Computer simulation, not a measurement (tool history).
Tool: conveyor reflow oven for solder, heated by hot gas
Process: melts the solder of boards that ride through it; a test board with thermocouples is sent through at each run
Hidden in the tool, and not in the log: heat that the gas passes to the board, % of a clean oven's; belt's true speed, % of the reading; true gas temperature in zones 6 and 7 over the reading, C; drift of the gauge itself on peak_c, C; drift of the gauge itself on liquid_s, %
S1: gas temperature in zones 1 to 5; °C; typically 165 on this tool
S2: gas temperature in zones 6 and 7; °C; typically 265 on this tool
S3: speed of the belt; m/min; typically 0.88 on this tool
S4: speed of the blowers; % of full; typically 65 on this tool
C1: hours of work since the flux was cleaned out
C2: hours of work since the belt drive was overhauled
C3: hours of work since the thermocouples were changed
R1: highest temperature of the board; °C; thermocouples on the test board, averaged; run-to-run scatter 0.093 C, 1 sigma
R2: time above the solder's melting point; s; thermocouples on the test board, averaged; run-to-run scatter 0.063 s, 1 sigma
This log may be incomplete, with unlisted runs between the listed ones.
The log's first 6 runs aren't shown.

run   hour   S1   S2     S3  S4   C1   C2   C3      R1     R2
  7   37.4  165  265  0.803  65   53   91  531  249.66  30.56
  8   43.8  165  265  0.803  65   58   96  536  249.69  30.73
  9   51.5  165  265  0.803  65   64  102  542  249.42  30.54
 10   57.5  165  265   0.88  67   69  107  546  246.72  26.31
 11   66.4  165  265  0.872  65   76  114  553  246.58  26.44
 12   75.9  165  260   0.88  65   83  121  561  241.72  23.85
 13   80.2  165  260   0.88  65   87  124  564  241.94  23.99
      83.2  -- thermocouples of zones 6 and 7 changed
 14   90.4  165  260   0.88  65   93  131    6   241.3  23.57
 15   95.6  165  260   0.88  65   97  135   10  241.23  23.44
 16    101  165  260   0.88  65  101  139   14  241.27  23.48
 17  109.4  151  260  0.882  65  108  145   20  238.16  19.58
 18  117.6  161  260   0.88  53  114  152   27  237.09  19.73
 19  125.8  165  265  1.042  65  120  158   33  238.77   17.7

What does the tool deliver on the next run?
 20  134.2  152  265  0.731  65  127  165  40   ?   ?

Logged for run 20: R1 249.57 °C, R2 31.78 s.
Take away the tool's hidden state, keep the run-to-run variation as it was, and the same run would have given R1 249.67 °C, R2 31.94 s.
